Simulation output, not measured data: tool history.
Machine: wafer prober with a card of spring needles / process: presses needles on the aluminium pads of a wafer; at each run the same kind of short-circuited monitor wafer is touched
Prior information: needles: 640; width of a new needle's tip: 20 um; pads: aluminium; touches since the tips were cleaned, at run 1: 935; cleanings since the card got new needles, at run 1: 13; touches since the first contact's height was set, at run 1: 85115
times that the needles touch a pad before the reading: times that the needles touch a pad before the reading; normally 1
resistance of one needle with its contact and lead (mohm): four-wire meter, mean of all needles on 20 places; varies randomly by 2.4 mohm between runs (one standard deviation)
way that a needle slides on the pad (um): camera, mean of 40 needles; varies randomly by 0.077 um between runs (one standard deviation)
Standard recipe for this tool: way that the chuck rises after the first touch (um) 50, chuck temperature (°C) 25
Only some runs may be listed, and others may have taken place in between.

| run | day | way that the chuck rises after the first touch (um) | chuck temperature (°C) | times that the needles touch a pad before the reading | touches since the tips were cleaned | cleanings since the card got new needles | touches since the first contact's height was set | resistance of one needle with its contact and lead (mohm) | way that a needle slides on the pad (um) |
|---|---|---|---|---|---|---|---|---|---|
| 1 | 0.000 | 50 | 25 | 1 | 935 | 13 | 85115 | 277 | 7.48 |
|  | 0.371 | tips cleaned on abrasive film |
| 2 | 0.421 | 50 | 25 | 1 | 647 | 14 | 90464 | 274 | 7.64 |
| 3 | 0.662 | 50 | 25 | 1 | 3715 | 14 | 93532 | 274 | 7.71 |
|  | 0.821 | tips cleaned on abrasive film |
| 4 | 1.038 | 60 | 25 | 1 | 2750 | 15 | 98275 | 268 | 9.20 |
|  | 1.283 | tips cleaned on abrasive film |
| 5 | 1.304 | 60 | 25 | 1 | 229 | 16 | 101612 | 269 | 9.19 |
| 6 | 1.550 | 60 | 25 | 1 | 3372 | 16 | 104755 | 269 | 9.20 |
|  | 1.721 | tips cleaned on abrasive film |
| 7 | 1.908 | 60 | 25 | 1 | 2400 | 17 | 109325 | 267 | 9.07 |
|  | 2.162 | tips cleaned on abrasive film |
| 8 | 2.192 | 50 | 25 | 1 | 383 | 18 | 112868 | 279 | 7.60 |
| 9 | 2.383 | 50 | 25 | 1 | 2818 | 18 | 115303 | 280 | 7.71 |
|  | 2.604 | tips cleaned on abrasive film |
| 10 | 2.804 | 50 | 25 | 1 | 2548 | 19 | 120641 | 276 | 7.58 |
|  | 3.062 | tips cleaned on abrasive film |
| 11 | 3.217 | 34 | 25 | 2 | 1936 | 20 | 125844 | 282 | 5.20 |
|  | 3.504 | tips cleaned on abrasive film |
| 12 | 3.550 | 57 | 25 | 1 | 571 | 21 | 130073 | 273 | 8.81 |
|  | 3.942 | tips cleaned on abrasive film |
| 13 | 3.950 | 46 | 26 | 2 | 129 | 22 | 135142 | 274 | 7.03 |
| 14 | 4.308 | 46 | 26 | 2 | 4708 | 22 | 139721 | 278 | 6.99 |
|  | 4.388 | tips cleaned on abrasive film |
| 15 | 4.600 | 43 | 119 | 1 | 2764 | 23 | 143415 | 310 | 6.65 |
|  | 4.829 | tips cleaned on abrasive film |
| 16 | 4.875 | 43 | 42 | 1 | 576 | 24 | 146838 | 284 | 6.65 |
| 17 | 5.071 | 62 | 32 | 1 | 3091 | 24 | 149353 | 271 | 9.42 |

What differs in the tool's unlogged condition from the final listed run ahead of each entry between runs to the first listed run following it?
Run 1 -> run 2: tips cleaned on abrasive film (day 0.371)
  debris on the tips, nm: 0.3 -> 0.2
Run 3 -> run 4: tips cleaned on abrasive film (day 0.821)
  debris on the tips, nm: 0.6 -> 0.5
Run 4 -> run 5: tips cleaned on abrasive film (day 1.283)
  debris on the tips, nm: 0.5 -> 0.1
Run 6 -> run 7: tips cleaned on abrasive film (day 1.721)
  nothing in the hidden state changes from one run to the other
Run 7 -> run 8: tips cleaned on abrasive film (day 2.162)
  debris on the tips, nm: 0.5 -> 0.1; tips' diameter, um: 20 -> 20.01
Run 9 -> run 10: tips cleaned on abrasive film (day 2.604)
  way that the needles fall short of the set height, um: 0.01 -> 0.02
Run 10 -> run 11: tips cleaned on abrasive film (day 3.062)
  debris on the tips, nm: 0.5 -> 0.4
Run 11 -> run 12: tips cleaned on abrasive film (day 3.504)
  debris on the tips, nm: 0.4 -> 0.2
Run 12 -> run 13: tips cleaned on abrasive film (day 3.942)
  debris on the tips, nm: 0.2 -> 0.1
Run 14 -> run 15: tips cleaned on abrasive film (day 4.388)
  debris on the tips, nm: 0.6 -> 0.5
Run 15 -> run 16: tips cleaned on abrasive film (day 4.829)
  debris on the tips, nm: 0.5 -> 0.2
